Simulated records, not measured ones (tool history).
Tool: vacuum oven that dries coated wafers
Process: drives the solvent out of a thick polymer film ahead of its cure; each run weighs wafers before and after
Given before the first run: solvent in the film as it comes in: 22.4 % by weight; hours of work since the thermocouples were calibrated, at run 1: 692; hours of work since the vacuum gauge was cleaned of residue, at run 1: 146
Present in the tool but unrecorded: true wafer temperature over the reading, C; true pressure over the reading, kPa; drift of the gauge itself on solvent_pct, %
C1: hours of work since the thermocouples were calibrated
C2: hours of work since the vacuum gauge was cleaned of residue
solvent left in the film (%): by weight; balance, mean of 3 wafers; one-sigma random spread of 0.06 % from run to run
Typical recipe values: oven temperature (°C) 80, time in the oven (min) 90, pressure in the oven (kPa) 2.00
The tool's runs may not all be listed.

Run 1, hour 0.0: usual settings; C1 692; C2 146. Result: solvent left in the film (%) 3.20.
Run 2, hour 23.7: usual settings; C1 705; C2 159. Result: solvent left in the film (%) 3.32.
Run 3, hour 39.8: usual settings; C1 714; C2 168. Result: solvent left in the film (%) 3.32.
Run 4, hour 70.5: usual settings; C1 731; C2 185. Result: solvent left in the film (%) 3.43.
Run 5, hour 95.4: usual settings; C1 745; C2 199. Result: solvent left in the film (%) 3.45.
Run 6, hour 118.3: usual settings; C1 758; C2 212. Result: solvent left in the film (%) 3.28.
Run 7, hour 149.9: usual settings; C1 775; C2 229. Result: solvent left in the film (%) 3.18.
Run 8, hour 165.9: usual settings but pressure in the oven (kPa) 5.30; C1 784; C2 238. Result: solvent left in the film (%) 5.02.
Run 9, hour 191.5: usual settings but pressure in the oven (kPa) 1.66; C1 798; C2 252. Result: solvent left in the film (%) 3.12.
Run 10, hour 214.1: usual settings but pressure in the oven (kPa) 1.66; C1 811; C2 265. Result: solvent left in the film (%) 3.21.
Run 11, hour 237.1: usual settings but pressure in the oven (kPa) 1.66; C1 823; C2 277. Result: solvent left in the film (%) 3.23.
Run 12, hour 261.1: usual settings but pressure in the oven (kPa) 1.66; C1 837; C2 291. Result: solvent left in the film (%) 3.17.
Run 13, hour 287.4: usual settings but time in the oven (min) 75, pressure in the oven (kPa) 1.66; C1 851; C2 305. Result: solvent left in the film (%) 4.08.
Run 14, hour 318.9: usual settings but time in the oven (min) 75, pressure in the oven (kPa) 1.66; C1 869; C2 323. Result: solvent left in the film (%) 4.08.
Run 15, hour 340.3: usual settings but oven temperature (°C) 70, pressure in the oven (kPa) 6.97; C1 880; C2 334. Result: solvent left in the film (%) 9.55.
Run 16, hour 355.2: usual settings but oven temperature (°C) 83, time in the oven (min) 56, pressure in the oven (kPa) 1.46; C1 889; C2 343. Result: solvent left in the film (%) 4.81.
Run 17, hour 384.9: usual settings but oven temperature (°C) 67, time in the oven (min) 48; C1 905; C2 359. Result: solvent left in the film (%) 11.31.
Run 18, hour 410.4: usual settings but oven temperature (°C) 67, time in the oven (min) 48; C1 919; C2 373. Result: solvent left in the film (%) 11.11.
Run 19, hour 427.6: usual settings but oven temperature (°C) 88, time in the oven (min) 63, pressure in the oven (kPa) 3.87; C1 929; C2 383. Result: solvent left in the film (%) 3.83.
Run 20, hour 446.6: usual settings but oven temperature (°C) 76, time in the oven (min) 63, pressure in the oven (kPa) 3.87; C1 939; C2 393. Result: solvent left in the film (%) 7.26.
Run 21, hour 480.3: usual settings but oven temperature (°C) 93, time in the oven (min) 53, pressure in the oven (kPa) 4.41; C1 958; C2 412. Result: solvent left in the film (%) 3.52.
Run 22, hour 510.5: usual settings but oven temperature (°C) 91; C1 975; C2 429. Result: solvent left in the film (%) 1.40.
Run 23, hour 535.3: usual settings but oven temperature (°C) 91; C1 988; C2 442. Result: solvent left in the film (%) 1.39.

What if the next run were any one of these 4? Each begins from the tool's condition after run 23:
Run A, hour 559.4: usual settings but oven temperature (°C) 91; C1 1002; C2 456. Result: solvent left in the film (%) ?.
Run B, hour 559.4: usual settings but oven temperature (°C) 75, time in the oven (min) 64, pressure in the oven (kPa) 6.08; C1 1002; C2 456. Result: solvent left in the film (%) ?.
Run C, hour 559.4: usual settings but oven temperature (°C) 91, time in the oven (min) 48, pressure in the oven (kPa) 6.80; C1 1002; C2 456. Result: solvent left in the film (%) ?.
Run D, hour 559.4: usual settings but oven temperature (°C) 77, time in the oven (min) 85, pressure in the oven (kPa) 1.75; C1 1002; C2 456. Result: solvent left in the film (%) ?.

run  solvent left in the film (%)
  A                          1.47
  B                          8.74
  C                          5.28
  D                          4.29
Without the tool's hidden state the same runs would have given:
run  solvent left in the film (%)
  A                          1.46
  B                          8.71
  C                          5.26
  D                          4.27

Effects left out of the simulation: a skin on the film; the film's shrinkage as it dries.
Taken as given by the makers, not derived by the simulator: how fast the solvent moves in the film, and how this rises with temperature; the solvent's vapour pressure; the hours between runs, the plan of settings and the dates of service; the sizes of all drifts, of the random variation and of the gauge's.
